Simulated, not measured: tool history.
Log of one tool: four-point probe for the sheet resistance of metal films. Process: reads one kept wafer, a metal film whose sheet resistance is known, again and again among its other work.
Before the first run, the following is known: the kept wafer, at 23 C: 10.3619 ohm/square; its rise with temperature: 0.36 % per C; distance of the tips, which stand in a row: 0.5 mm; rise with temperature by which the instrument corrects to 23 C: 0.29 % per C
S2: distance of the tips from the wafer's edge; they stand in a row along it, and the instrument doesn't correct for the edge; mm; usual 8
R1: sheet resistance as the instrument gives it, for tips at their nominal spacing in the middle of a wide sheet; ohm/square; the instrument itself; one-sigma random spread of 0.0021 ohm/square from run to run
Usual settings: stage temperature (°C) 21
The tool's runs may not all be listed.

Run 1, hour 0.0: usual settings. Result: R1 10.370362 ohm/square.
Run 2, hour 17.7: usual settings. Result: R1 10.368218 ohm/square.
Run 3, hour 30.6: usual settings. Result: R1 10.368059 ohm/square.
Run 4, hour 38.9: usual settings. Result: R1 10.369822 ohm/square.
Run 5, hour 54.1: usual settings but stage temperature (°C) 30. Result: R1 10.427097 ohm/square.
Run 6, hour 63.9: usual settings but stage temperature (°C) 30. Result: R1 10.426257 ohm/square.
Run 7, hour 77.1: usual settings but stage temperature (°C) 30. Result: R1 10.432067 ohm/square.
Run 8, hour 89.3: usual settings but S2 26 mm. Result: R1 10.352091 ohm/square.
Run 9, hour 106.1: usual settings but S2 20 mm. Result: R1 10.351091 ohm/square.
Run 10, hour 115.6: usual settings but S2 20 mm. Result: R1 10.349156 ohm/square.
Run 11, hour 124.7: usual settings but S2 20 mm. Result: R1 10.351377 ohm/square.
Run 12, hour 134.6: usual settings but S2 20 mm. Result: R1 10.352934 ohm/square.
Run 13, hour 147.6: usual settings. Result: R1 10.370547 ohm/square.
Run 14, hour 161.7: usual settings. Result: R1 10.369718 ohm/square.
Run 15, hour 169.6: usual settings but stage temperature (°C) 32, S2 9 mm. Result: R1 10.440094 ohm/square.
Run 16, hour 180.8: usual settings but S2 42 mm. Result: R1 10.348004 ohm/square.
Run 17, hour 191.3: usual settings but stage temperature (°C) 24, S2 9 mm. Result: R1 10.385190 ohm/square.
Run 18, hour 209.2: usual settings but stage temperature (°C) 26, S2 9 mm. Result: R1 10.401586 ohm/square.
Run 19, hour 227.4: usual settings but S2 28 mm. Result: R1 10.351211 ohm/square.
Run 20, hour 245.0: usual settings but S2 28 mm. Result: R1 10.349264 ohm/square.
Run 21, hour 260.6: usual settings but stage temperature (°C) 20, S2 17 mm. Result: R1 10.346963 ohm/square.
Run 22, hour 278.5: usual settings but S2 65 mm. Result: R1 10.346650 ohm/square.
Run 23, hour 289.3: usual settings but stage temperature (°C) 32, S2 6 mm. Result: R1 10.458524 ohm/square.
Run 24, hour 305.2: usual settings but S2 17 mm. Result: R1 10.353066 ohm/square.
Run 25, hour 320.6: usual settings but S2 17 mm. Result: R1 10.355921 ohm/square.
Run 26, hour 337.4: usual settings but stage temperature (°C) 25, S2 7 mm. Result: R1 10.406068 ohm/square.
Run 27, hour 353.3: usual settings but stage temperature (°C) 33, S2 43 mm. Result: R1 10.426284 ohm/square.
Run 28, hour 366.8: usual settings but stage temperature (°C) 33, S2 43 mm. Result: R1 10.425233 ohm/square.

4 options for the next run, each taken on its own from the tool as it stands now. Forecast them:
Run A, hour 377.2: usual settings but stage temperature (°C) 31, S2 23 mm. Result: R1 ?.
Run B, hour 377.2: usual settings but stage temperature (°C) 31, S2 67 mm. Result: R1 ?.
Run C, hour 377.2: usual settings but stage temperature (°C) 24, S2 32 mm. Result: R1 ?.
Run D, hour 377.2: usual settings but stage temperature (°C) 18, S2 16 mm. Result: R1 ?.

run         R1
  A  10.416795
  B  10.414426
  C  10.371494
  D  10.330261
Without the tool's unlogged condition, the same runs would have read:
run         R1
  A  10.417092
  B  10.414723
  C  10.371790
  D  10.330556
